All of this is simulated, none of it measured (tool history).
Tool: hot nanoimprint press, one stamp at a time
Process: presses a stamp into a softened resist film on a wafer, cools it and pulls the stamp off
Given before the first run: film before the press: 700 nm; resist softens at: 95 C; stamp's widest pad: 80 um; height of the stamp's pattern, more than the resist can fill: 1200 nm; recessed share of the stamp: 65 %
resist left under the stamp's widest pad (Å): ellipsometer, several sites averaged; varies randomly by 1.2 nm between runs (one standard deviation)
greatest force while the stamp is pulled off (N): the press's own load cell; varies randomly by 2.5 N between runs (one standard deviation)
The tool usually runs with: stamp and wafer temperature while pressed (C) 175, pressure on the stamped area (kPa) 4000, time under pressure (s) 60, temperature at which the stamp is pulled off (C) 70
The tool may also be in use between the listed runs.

| run | hour | stamp and wafer temperature while pressed (C) | pressure on the stamped area (kPa) | time under pressure (s) | temperature at which the stamp is pulled off (C) | resist left under the stamp's widest pad (Å) | greatest force while the stamp is pulled off (N) |
|---|---|---|---|---|---|---|---|
| 1 | 0.0 | 175 | 4000 | 60 | 70 | 2613 | 242 |
| 2 | 4.7 | 175 | 4000 | 60 | 70 | 2598 | 241 |
| 3 | 11.8 | 175 | 4000 | 60 | 70 | 2624 | 241 |
| 4 | 18.5 | 175 | 4000 | 60 | 70 | 2624 | 241 |
| 5 | 25.7 | 175 | 4000 | 60 | 70 | 2605 | 240 |
| 6 | 31.2 | 175 | 4000 | 60 | 72 | 2628 | 226 |
| 7 | 39.1 | 175 | 2420 | 60 | 70 | 3289 | 242 |
| 8 | 43.8 | 175 | 2420 | 60 | 70 | 3297 | 237 |
| 9 | 47.9 | 175 | 2420 | 60 | 70 | 3316 | 239 |
| 10 | 56.8 | 175 | 2420 | 60 | 70 | 3295 | 239 |
| 11 | 65.3 | 175 | 2420 | 60 | 70 | 3323 | 240 |
|  | 76.7 | stamp cleaned and given a new release coat |
| 12 | 77.1 | 175 | 2420 | 62 | 70 | 3292 | 238 |
| 13 | 85.9 | 175 | 4000 | 113 | 70 | 2019 | 233 |
| 14 | 92.6 | 175 | 4000 | 113 | 70 | 2023 | 240 |
|  | 93.0 | gauge calibrated |
| 15 | 97.8 | 170 | 2540 | 113 | 77 | 3032 | 200 |
| 16 | 105.1 | 170 | 2540 | 113 | 77 | 3013 | 200 |
| 17 | 111.2 | 170 | 2540 | 113 | 77 | 3041 | 200 |
| 18 | 118.3 | 168 | 2540 | 116 | 73 | 3268 | 221 |
| 19 | 125.2 | 184 | 3560 | 31 | 68 | 2609 | 251 |
| 20 | 132.6 | 175 | 4000 | 40 | 70 | 3102 | 235 |
| 21 | 139.8 | 175 | 4000 | 40 | 70 | 3131 | 239 |
| 22 | 148.2 | 163 | 3980 | 60 | 70 | 4235 | 242 |
| 23 | 155.4 | 175 | 4000 | 36 | 70 | 3293 | 243 |
| 24 | 160.3 | 175 | 2870 | 54 | 70 | 3211 | 241 |
| 25 | 165.8 | 175 | 2870 | 54 | 70 | 3217 | 239 |
| 26 | 171.4 | 175 | 3700 | 50 | 70 | 2977 | 239 |

Estimate the outcome of run 27 from the log above:
| 27 | 175.7 | 170 | 4000 | 50 | 70 | ? | ? |

{"run 27": {"resist left under the stamp's widest pad (Å)": 3497, "greatest force while the stamp is pulled off (N)": 240}}
Without the tool's hidden state the same run would have given resist left under the stamp's widest pad (Å) 3405, greatest force while the stamp is pulled off (N) 240.
